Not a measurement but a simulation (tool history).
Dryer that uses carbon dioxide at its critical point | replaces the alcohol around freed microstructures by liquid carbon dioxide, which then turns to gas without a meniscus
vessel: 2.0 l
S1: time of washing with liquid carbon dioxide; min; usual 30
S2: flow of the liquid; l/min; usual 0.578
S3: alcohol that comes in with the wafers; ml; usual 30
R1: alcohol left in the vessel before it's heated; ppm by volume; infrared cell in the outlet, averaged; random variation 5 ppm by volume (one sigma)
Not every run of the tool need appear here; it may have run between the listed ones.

run,hour,S1,S2,S3,R1
1,0,30,0.578,30,104
2,45,30,0.578,30,120
3,82.4,30,0.578,30,124
4,123.4,30,0.578,30,134
5,174.8,30,0.578,30,149
6,214.7,30,0.578,30,151
7,260.9,21,0.578,30,458
8,285.2,21,0.578,30,483
9,334.8,21,0.578,30,509
10,360,30,0.578,113,452
11,398,30,0.578,113,233
12,421.5,30,0.578,113,230
13,474.1,30,0.52,30,75
14,516.2,30,0.899,28,13
15,565,32,0.737,81,40
16,605.7,20,0.737,38,172
17,627.4,20,0.737,38,189
18,674.1,20,0.737,38,201
19,708.2,42,0.682,76,40
20,753.6,42,0.682,76,39
21,802.1,38,0.629,55,61
22,834.2,38,0.629,55,61
23,856.6,38,0.629,70,80

Missing from the log above: 2 entries noted between runs. For each, name the pair of listed runs it sits between and say how the tool's hidden condition differs from the listed run just before to the listed run just after:
Between runs 10 and 11: inlet filter changed (hour 378.3)
  flow that reaches the vessel past the clogged filter, %: 82.7 -> 98.9; alcohol in the recycled carbon dioxide, ppm: 93.1 -> 96.9
  measured less the result without the state, R1: +320 -> +103 ppm by volume
Between runs 12 and 13: purifier's bed changed (hour 452.6)
  flow that reaches the vessel past the clogged filter, %: 98.1 -> 96.6; alcohol in the recycled carbon dioxide, ppm: 99.2 -> 7.7
  measured less the result without the state, R1: +108 -> +16 ppm by volume
